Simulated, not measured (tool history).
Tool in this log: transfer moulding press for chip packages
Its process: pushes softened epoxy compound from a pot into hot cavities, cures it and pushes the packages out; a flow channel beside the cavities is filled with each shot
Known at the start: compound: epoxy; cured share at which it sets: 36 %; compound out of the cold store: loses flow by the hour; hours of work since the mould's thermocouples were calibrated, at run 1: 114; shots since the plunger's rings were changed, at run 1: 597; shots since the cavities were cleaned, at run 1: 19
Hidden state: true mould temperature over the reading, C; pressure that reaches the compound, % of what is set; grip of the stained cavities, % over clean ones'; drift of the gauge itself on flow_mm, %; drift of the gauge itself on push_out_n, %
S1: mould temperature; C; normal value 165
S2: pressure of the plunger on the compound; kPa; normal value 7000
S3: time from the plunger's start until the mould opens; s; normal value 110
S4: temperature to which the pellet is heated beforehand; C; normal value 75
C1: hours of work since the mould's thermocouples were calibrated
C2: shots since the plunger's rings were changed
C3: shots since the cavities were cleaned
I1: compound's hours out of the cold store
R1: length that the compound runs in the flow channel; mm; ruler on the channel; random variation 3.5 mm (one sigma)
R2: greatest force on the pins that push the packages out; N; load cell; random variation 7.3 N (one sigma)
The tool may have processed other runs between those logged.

Run 1, day 0: usual settings; C1 114; C2 597; C3 19; I1 13.2. Result: R1 929 mm, R2 307 N.
Run 2, day 2.429: usual settings; C1 160; C2 1423; C3 845; I1 46.4. Result: R1 814 mm, R2 409 N.
At day 3.521: cavities cleaned with cleaning compound and waxed.
Run 3, day 4.292: usual settings; C1 194; C2 2036; C3 263; I1 41.9. Result: R1 815 mm, R2 366 N.
Run 4, day 5.583: usual settings but S2 8660 kPa; C1 218; C2 2475; C3 702; I1 40.9. Result: R1 907 mm, R2 409 N.
At day 7.129: cavities cleaned with cleaning compound and waxed.
Run 5, day 7.338: usual settings but S2 8660 kPa; C1 251; C2 3051; C3 71; I1 47.6. Result: R1 876 mm, R2 313 N.
At day 7.983: plunger's sealing rings changed.
Run 6, day 8.9: usual settings but S2 8660 kPa; C1 278; C2 312; C3 567; I1 46.1. Result: R1 920 mm, R2 405 N.
Run 7, day 10: usual settings but S3 147 s; C1 299; C2 687; C3 942; I1 20.8. Result: R1 894 mm, R2 405 N.
At day 10.833: cavities cleaned with cleaning compound and waxed.
Run 8, day 11.8: usual settings but S3 121 s; C1 332; C2 1278; C3 329; I1 44.9. Result: R1 816 mm, R2 345 N.
Run 9, day 13.675: usual settings but S3 121 s; C1 368; C2 1915; C3 966; I1 25.7. Result: R1 865 mm, R2 440 N.
At day 14.396: cavities cleaned with cleaning compound and waxed.
Run 10, day 16.033: usual settings but S3 121 s; C1 411; C2 2696; C3 556; I1 24.8. Result: R1 850 mm, R2 391 N.
Run 11, day 17.275: usual settings; C1 435; C2 3119; C3 979; I1 41.1. Result: R1 801 mm, R2 441 N.
At day 17.779: plunger's sealing rings changed.
At day 17.971: cavities cleaned with cleaning compound and waxed.
Run 12, day 18.858: usual settings but S1 172 C; C1 462; C2 345; C3 302; I1 33.6. Result: R1 836 mm, R2 335 N.
At day 19.712: mould's thermocouples calibrated.
Run 13, day 21.108: usual settings but S1 172 C; C1 26; C2 1082; C3 1039; I1 37.9. Result: R1 824 mm, R2 411 N.
At day 21.629: cavities cleaned with cleaning compound and waxed.
Run 14, day 23.471: usual settings but S1 168 C, S2 6570 kPa; C1 70; C2 1865; C3 627; I1 45.4. Result: R1 776 mm, R2 390 N.
At day 25.133: cavities cleaned with cleaning compound and waxed.
Run 15, day 25.629: usual settings but S1 168 C, S2 7540 kPa, S4 85 C; C1 110; C2 2578; C3 169; I1 40.5. Result: R1 838 mm, R2 337 N.
Run 16, day 27.283: usual settings but S1 170 C, S2 8430 kPa, S4 85 C; C1 141; C2 3140; C3 731; I1 12.4. Result: R1 948 mm, R2 402 N.
At day 27.796: plunger's sealing rings changed.
At day 28.888: cavities cleaned with cleaning compound and waxed.
Run 17, day 29.621: usual settings but S2 7970 kPa, S4 68 C; C1 182; C2 600; C3 249; I1 20.4. Result: R1 947 mm, R2 363 N.
Run 18, day 31.496: usual settings but S2 7970 kPa, S4 68 C; C1 218; C2 1238; C3 887; I1 20.1. Result: R1 949 mm, R2 432 N.
At day 32.362: cavities cleaned with cleaning compound and waxed.
Run 19, day 33.246: usual settings but S2 7970 kPa, S4 68 C; C1 250; C2 1812; C3 300; I1 8.5. Result: R1 973 mm, R2 368 N.
Run 20, day 34.946: usual settings but S2 7970 kPa, S4 68 C; C1 282; C2 2391; C3 879; I1 42.4. Result: R1 866 mm, R2 438 N.
At day 35.983: cavities cleaned with cleaning compound and waxed.
Run 21, day 36.717: usual settings but S1 171 C, S3 97 s, S4 78 C; C1 315; C2 2972; C3 249; I1 27.7. Result: R1 822 mm, R2 344 N.
At day 37.738: plunger's sealing rings changed.
Run 22, day 38.317: usual settings but S1 171 C, S3 97 s, S4 78 C; C1 343; C2 197; C3 758; I1 44.3. Result: R1 808 mm, R2 405 N.
At day 39.662: cavities cleaned with cleaning compound and waxed.
Run 23, day 40.062: usual settings but S1 171 C, S3 97 s, S4 78 C; C1 375; C2 770; C3 136; I1 13.9. Result: R1 887 mm, R2 312 N.
Run 24, day 42.2: usual settings but S1 167 C, S3 109 s, S4 82 C; C1 415; C2 1497; C3 863; I1 18.2. Result: R1 882 mm, R2 417 N.
At day 43.183: cavities cleaned with cleaning compound and waxed.
Run 25, day 44.729: usual settings but S1 167 C, S3 109 s, S4 82 C; C1 462; C2 2337; C3 526; I1 39.3. Result: R1 810 mm, R2 366 N.
At day 45.654: mould's thermocouples calibrated.
At day 46.738: cavities cleaned with cleaning compound and waxed.
Run 26, day 46.738: usual settings but S1 171 C, S2 6450 kPa, S3 125 s; C1 19; C2 2971; C3 0; I1 46.6. Result: R1 745 mm, R2 285 N.

3 ways to go on from here, each from the tool as it stands after run 26. What would each give?
At day 47.746: plunger's sealing rings changed.
Run A, day 48.858: usual settings but S1 164 C, S3 112 s; C1 58; C2 378; C3 685; I1 22.9. Result: R1 ?, R2 ?.
At day 47.746: plunger's sealing rings changed.
Run B, day 48.858: usual settings but S1 171 C, S2 6250 kPa, S3 125 s; C1 58; C2 378; C3 685; I1 46.1. Result: R1 ?, R2 ?.
At day 47.746: plunger's sealing rings changed.
Run C, day 48.858: usual settings but S2 8690 kPa, S3 109 s, S4 67 C; C1 58; C2 378; C3 685; I1 16.8. Result: R1 ?, R2 ?.

run    R1   R2
  A   899  436
  B   765  386
  C  1016  440
Stripped of hidden state, with their random variation kept, the same runs would have yielded:
run    R1   R2
  A   903  314
  B   769  280
  C  1021  318
